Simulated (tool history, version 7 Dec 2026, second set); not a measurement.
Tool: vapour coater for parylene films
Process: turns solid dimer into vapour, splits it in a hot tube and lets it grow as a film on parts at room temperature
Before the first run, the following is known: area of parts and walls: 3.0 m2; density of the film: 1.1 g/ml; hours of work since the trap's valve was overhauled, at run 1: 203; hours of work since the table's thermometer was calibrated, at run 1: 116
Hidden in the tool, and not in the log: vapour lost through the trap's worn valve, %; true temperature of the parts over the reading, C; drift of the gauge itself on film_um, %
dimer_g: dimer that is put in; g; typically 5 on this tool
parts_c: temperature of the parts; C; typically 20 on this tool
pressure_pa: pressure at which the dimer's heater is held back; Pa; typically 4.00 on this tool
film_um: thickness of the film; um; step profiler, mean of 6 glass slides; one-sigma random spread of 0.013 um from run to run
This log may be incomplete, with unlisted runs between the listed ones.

run,hour,dimer_g,parts_c,pressure_pa,hours of work since the trap's valve was overhauled,hours of work since the table's thermometer was calibrated,film_um
1,0.0,5,20,4.00,203,116,0.87
2,18.3,5,20,4.00,210,123,0.85
3,54.0,5,20,4.00,224,137,0.83
4,87.5,5,20,4.00,238,151,0.86
5,113.6,5,20,4.00,248,161,0.83
6,146.2,5,15,4.00,261,174,0.95
7,183.2,2,20,4.00,276,189,0.36
8,219.6,2,20,4.00,291,204,0.33
9,250.3,2,20,4.00,303,216,0.31
10,274.4,2,20,4.00,313,226,0.31
11,293.3,2,20,4.00,320,233,0.34
12,322.2,5,20,4.00,332,245,0.83
13,357.3,5,20,4.00,346,259,0.84
14,393.7,5,20,4.00,361,274,0.82
15,430.2,5,20,3.85,375,288,0.82
16,450.2,5,20,4.00,383,296,0.82
17,473.4,5,20,4.00,392,306,0.81
18,497.0,5,20,4.00,402,315,0.82
19,530.0,5,20,4.00,415,328,0.81
20,557.1,5,20,4.00,426,339,0.80
21,589.3,9,20,4.00,439,352,1.46
22,621.5,9,20,4.00,452,365,1.46
23,648.3,4,26,4.00,463,376,0.55
24,675.5,4,26,4.00,473,387,0.52
25,699.8,5,20,4.00,483,396,0.79
26,730.1,5,20,5.02,495,408,0.79
27,764.0,6,19,6.88,509,422,0.92
28,784.1,4,20,8.05,517,430,0.57
29,803.9,7,25,9.54,525,438,0.91
30,843.9,6,20,10.07,541,454,0.88
31,862.5,7,21,10.07,548,462,1.01
32,895.2,7,21,10.07,562,475,1.01
# hour 909.2: trap's valve overhauled
33,928.8,5,24,4.00,8,487,0.81
34,963.8,5,19,4.00,22,501,0.90
35,986.2,5,19,4.00,31,510,0.91
36,1026.7,5,19,4.00,47,526,0.88
37,1065.0,8,20,6.21,62,541,1.34
38,1099.6,8,20,6.21,76,555,1.35
39,1119.3,4,14,9.51,84,563,0.76
40,1155.7,2,19,11.96,99,577,0.32
41,1173.6,3,13,3.54,106,585,0.61
42,1214.0,4,19,11.65,122,601,0.64
43,1231.3,2,17,6.41,129,608,0.34

Forecast each of these 3 alternatives for the next run:
A,1260.3,7,17,6.41,141,619,?
B,1260.3,8,15,7.41,141,619,?
C,1260.3,4,22,3.83,141,619,?

run,film_um
A,1.24
B,1.49
C,0.66
Without the tool's hidden state the same runs would have given:
run,film_um
A,1.27
B,1.53
C,0.68
